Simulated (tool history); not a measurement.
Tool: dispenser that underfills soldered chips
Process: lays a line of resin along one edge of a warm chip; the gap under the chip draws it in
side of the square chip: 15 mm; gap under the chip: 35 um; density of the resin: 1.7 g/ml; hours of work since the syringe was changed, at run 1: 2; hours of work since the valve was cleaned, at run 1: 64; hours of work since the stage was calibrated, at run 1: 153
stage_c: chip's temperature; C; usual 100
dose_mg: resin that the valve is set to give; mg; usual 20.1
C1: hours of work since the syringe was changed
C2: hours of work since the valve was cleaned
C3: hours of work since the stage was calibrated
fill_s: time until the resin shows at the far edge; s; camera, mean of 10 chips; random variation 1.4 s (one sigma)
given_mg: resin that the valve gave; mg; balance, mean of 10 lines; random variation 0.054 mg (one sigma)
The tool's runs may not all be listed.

{"run": 1, "hour": 0.0, "stage_c": 100, "dose_mg": 20.1, "C1": 2, "C2": 64, "C3": 153, "fill_s": 151.3, "given_mg": 19.65}
{"run": 2, "hour": 5.6, "stage_c": 100, "dose_mg": 20.1, "C1": 6, "C2": 68, "C3": 157, "fill_s": 174.1, "given_mg": 19.66}
{"hour": 11.7, "done": "new syringe of resin"}
{"run": 3, "hour": 13.7, "stage_c": 100, "dose_mg": 20.1, "C1": 1, "C2": 73, "C3": 162, "fill_s": 147.5, "given_mg": 19.57}
{"hour": 16.3, "done": "dispensing valve cleaned and set on the balance"}
{"run": 4, "hour": 19.6, "stage_c": 100, "dose_mg": 20.1, "C1": 5, "C2": 2, "C3": 165, "fill_s": 167.0, "given_mg": 20.01}
{"hour": 26.6, "done": "new syringe of resin"}
{"run": 5, "hour": 27.2, "stage_c": 100, "dose_mg": 20.1, "C1": 0, "C2": 7, "C3": 170, "fill_s": 141.3, "given_mg": 20.05}
{"run": 6, "hour": 33.1, "stage_c": 100, "dose_mg": 20.1, "C1": 4, "C2": 11, "C3": 173, "fill_s": 164.3, "given_mg": 20.08}
{"hour": 40.5, "done": "new syringe of resin"}
{"run": 7, "hour": 43.8, "stage_c": 100, "dose_mg": 20.1, "C1": 2, "C2": 18, "C3": 180, "fill_s": 149.8, "given_mg": 19.95}
{"run": 8, "hour": 49.1, "stage_c": 105, "dose_mg": 22.5, "C1": 6, "C2": 21, "C3": 184, "fill_s": 146.2, "given_mg": 22.33}
{"hour": 55.0, "done": "new syringe of resin"}
{"run": 9, "hour": 57.5, "stage_c": 105, "dose_mg": 22.5, "C1": 2, "C2": 26, "C3": 189, "fill_s": 122.7, "given_mg": 22.35}
{"run": 10, "hour": 66.1, "stage_c": 87, "dose_mg": 18.2, "C1": 7, "C2": 32, "C3": 195, "fill_s": 283.7, "given_mg": 18.13}
{"hour": 69.9, "done": "new syringe of resin"}
{"run": 11, "hour": 72.3, "stage_c": 87, "dose_mg": 21.2, "C1": 2, "C2": 36, "C3": 199, "fill_s": 225.8, "given_mg": 21.04}
{"run": 12, "hour": 82.1, "stage_c": 90, "dose_mg": 24.8, "C1": 8, "C2": 42, "C3": 205, "fill_s": 257.8, "given_mg": 24.48}
{"hour": 84.0, "done": "new syringe of resin"}
{"run": 13, "hour": 92.3, "stage_c": 104, "dose_mg": 20.5, "C1": 5, "C2": 49, "C3": 212, "fill_s": 154.8, "given_mg": 20.17}
{"hour": 98.1, "done": "new syringe of resin"}
{"run": 14, "hour": 99.1, "stage_c": 98, "dose_mg": 20.6, "C1": 1, "C2": 53, "C3": 216, "fill_s": 154.6, "given_mg": 20.31}

4 ways to go on from here, each from the tool as it stands after run 14. What would each give?
{"run": "A", "hour": 107.6, "stage_c": 98, "dose_mg": 20.1, "C1": 6, "C2": 59, "C3": 221, "fill_s": "?", "given_mg": "?"}
{"run": "B", "hour": 107.6, "stage_c": 100, "dose_mg": 25.0, "C1": 6, "C2": 59, "C3": 221, "fill_s": "?", "given_mg": "?"}
{"run": "C", "hour": 107.6, "stage_c": 100, "dose_mg": 20.1, "C1": 6, "C2": 59, "C3": 221, "fill_s": "?", "given_mg": "?"}
{"run": "D", "hour": 107.6, "stage_c": 90, "dose_mg": 25.2, "C1": 6, "C2": 59, "C3": 221, "fill_s": "?", "given_mg": "?"}

run=A fill_s=194.2 given_mg=19.76
run=B fill_s=174.4 given_mg=24.58
run=C fill_s=182.6 given_mg=19.78
run=D fill_s=245.7 given_mg=24.85
Without the tool's hidden state the same runs would have given:
run=A fill_s=144.5 given_mg=20.12
run=B fill_s=130.0 given_mg=25.02
run=C fill_s=135.7 given_mg=20.14
run=D fill_s=182.7 given_mg=25.30
